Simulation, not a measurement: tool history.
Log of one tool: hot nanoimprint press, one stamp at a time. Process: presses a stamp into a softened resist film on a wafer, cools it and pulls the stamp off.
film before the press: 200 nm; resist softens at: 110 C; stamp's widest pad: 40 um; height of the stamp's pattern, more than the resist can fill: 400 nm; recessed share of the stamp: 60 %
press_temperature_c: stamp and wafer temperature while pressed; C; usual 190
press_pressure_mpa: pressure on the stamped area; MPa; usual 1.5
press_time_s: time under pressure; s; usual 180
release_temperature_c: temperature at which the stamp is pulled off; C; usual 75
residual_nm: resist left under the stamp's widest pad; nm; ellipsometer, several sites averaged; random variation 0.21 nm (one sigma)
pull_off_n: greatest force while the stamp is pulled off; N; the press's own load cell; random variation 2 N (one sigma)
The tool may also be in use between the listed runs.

Run 1, hour 0: usual settings. Result: residual_nm 114.1 nm, pull_off_n 214 N.
Run 2, hour 26.4: usual settings. Result: residual_nm 114.3 nm, pull_off_n 214 N.
Run 3, hour 46.7: usual settings. Result: residual_nm 114.4 nm, pull_off_n 212 N.
Run 4, hour 76.4: usual settings. Result: residual_nm 114.8 nm, pull_off_n 212 N.
Run 5, hour 97: usual settings. Result: residual_nm 114.7 nm, pull_off_n 215 N.
Run 6, hour 122.4: usual settings. Result: residual_nm 115 nm, pull_off_n 216 N.
At hour 131.6: stamp cleaned and given a new release coat.
Run 7, hour 156.8: usual settings but press_temperature_c 187 C. Result: residual_nm 123.3 nm, pull_off_n 211 N.
Run 8, hour 170.6: usual settings but press_temperature_c 187 C. Result: residual_nm 122.8 nm, pull_off_n 214 N.
Run 9, hour 201.5: usual settings but press_time_s 155 s. Result: residual_nm 120.4 nm, pull_off_n 214 N.
Run 10, hour 227.7: usual settings but press_time_s 155 s. Result: residual_nm 120.6 nm, pull_off_n 216 N.
Run 11, hour 260.4: usual settings but press_time_s 155 s. Result: residual_nm 120.8 nm, pull_off_n 214 N.
Run 12, hour 289.5: usual settings but press_temperature_c 191 C. Result: residual_nm 112.7 nm, pull_off_n 216 N.
Run 13, hour 315.3: usual settings but press_time_s 220 s. Result: residual_nm 108.1 nm, pull_off_n 215 N.
Run 14, hour 333.7: usual settings but press_time_s 220 s. Result: residual_nm 108.2 nm, pull_off_n 212 N.
At hour 344.3: stamp cleaned and given a new release coat.
Run 15, hour 367.7: usual settings but press_time_s 220 s. Result: residual_nm 108.4 nm, pull_off_n 211 N.
Run 16, hour 399.4: usual settings but press_temperature_c 188 C, press_pressure_mpa 1.64 MPa, press_time_s 208 s, release_temperature_c 74 C. Result: residual_nm 111.8 nm, pull_off_n 214 N.
Run 17, hour 428.6: usual settings but press_temperature_c 186 C, press_pressure_mpa 2.21 MPa, press_time_s 177 s, release_temperature_c 62 C. Result: residual_nm 109.8 nm, pull_off_n 252 N.
Run 18, hour 444.2: usual settings but press_temperature_c 179 C, press_pressure_mpa 1.14 MPa, press_time_s 345 s, release_temperature_c 68 C. Result: residual_nm 136.5 nm, pull_off_n 230 N.
Run 19, hour 462.7: usual settings but press_temperature_c 179 C, press_pressure_mpa 1.14 MPa, press_time_s 345 s, release_temperature_c 68 C. Result: residual_nm 137.1 nm, pull_off_n 230 N.
Run 20, hour 490.5: usual settings but press_pressure_mpa 0.93 MPa, press_time_s 123 s. Result: residual_nm 151.1 nm, pull_off_n 213 N.
Run 21, hour 520.8: usual settings but press_temperature_c 184 C, press_pressure_mpa 2.03 MPa, release_temperature_c 82 C. Result: residual_nm 119.2 nm, pull_off_n 194 N.
Run 22, hour 547.5: usual settings but press_pressure_mpa 1.61 MPa. Result: residual_nm 112.9 nm, pull_off_n 212 N.
At hour 556.5: stamp cleaned and given a new release coat.
Run 23, hour 579.7: usual settings but press_time_s 117 s. Result: residual_nm 132.2 nm, pull_off_n 212 N.
Run 24, hour 594.7: usual settings but press_pressure_mpa 1.01 MPa, press_time_s 295 s. Result: residual_nm 116.3 nm, pull_off_n 213 N.
At hour 614.4: plate thermocouple calibrated.
Run 25, hour 615.1: usual settings but press_pressure_mpa 1.01 MPa, press_time_s 295 s. Result: residual_nm 116.2 nm, pull_off_n 216 N.
Run 26, hour 640.5: usual settings but press_pressure_mpa 1.38 MPa. Result: residual_nm 120 nm, pull_off_n 208 N.
Run 27, hour 657.2: usual settings but press_pressure_mpa 1.04 MPa, press_time_s 346 s, release_temperature_c 73 C. Result: residual_nm 109.4 nm, pull_off_n 219 N.
Run 28, hour 683.8: usual settings but press_temperature_c 182 C, press_pressure_mpa 0.91 MPa. Result: residual_nm 160.1 nm, pull_off_n 210 N.
Run 29, hour 711.1: usual settings but release_temperature_c 78 C. Result: residual_nm 116.6 nm, pull_off_n 208 N.

Forecast each of these 5 alternatives for the next run:
Run A, hour 732.4: usual settings but press_pressure_mpa 2.17 MPa, press_time_s 151 s, release_temperature_c 78 C. Result: residual_nm ?, pull_off_n ?.
Run B, hour 732.4: usual settings but press_pressure_mpa 1.32 MPa, press_time_s 212 s, release_temperature_c 80 C. Result: residual_nm ?, pull_off_n ?.
Run C, hour 732.4: usual settings but press_temperature_c 202 C, release_temperature_c 70 C. Result: residual_nm ?, pull_off_n ?.
Run D, hour 732.4: usual settings but press_temperature_c 193 C, press_time_s 124 s. Result: residual_nm ?, pull_off_n ?.
Run E, hour 732.4: usual settings but press_temperature_c 197 C, press_pressure_mpa 1.4 MPa. Result: residual_nm ?, pull_off_n ?.

run  residual_nm  pull_off_n
  A        106.3         202
  B        116.5         204
  C         87.8         228
  D        122.6         217
  E        101.6         211
Without the tool's hidden state the same runs would have given:
run  residual_nm  pull_off_n
  A          104         201
  B        114.1         203
  C           86         227
  D          120         216
  E         99.5         211

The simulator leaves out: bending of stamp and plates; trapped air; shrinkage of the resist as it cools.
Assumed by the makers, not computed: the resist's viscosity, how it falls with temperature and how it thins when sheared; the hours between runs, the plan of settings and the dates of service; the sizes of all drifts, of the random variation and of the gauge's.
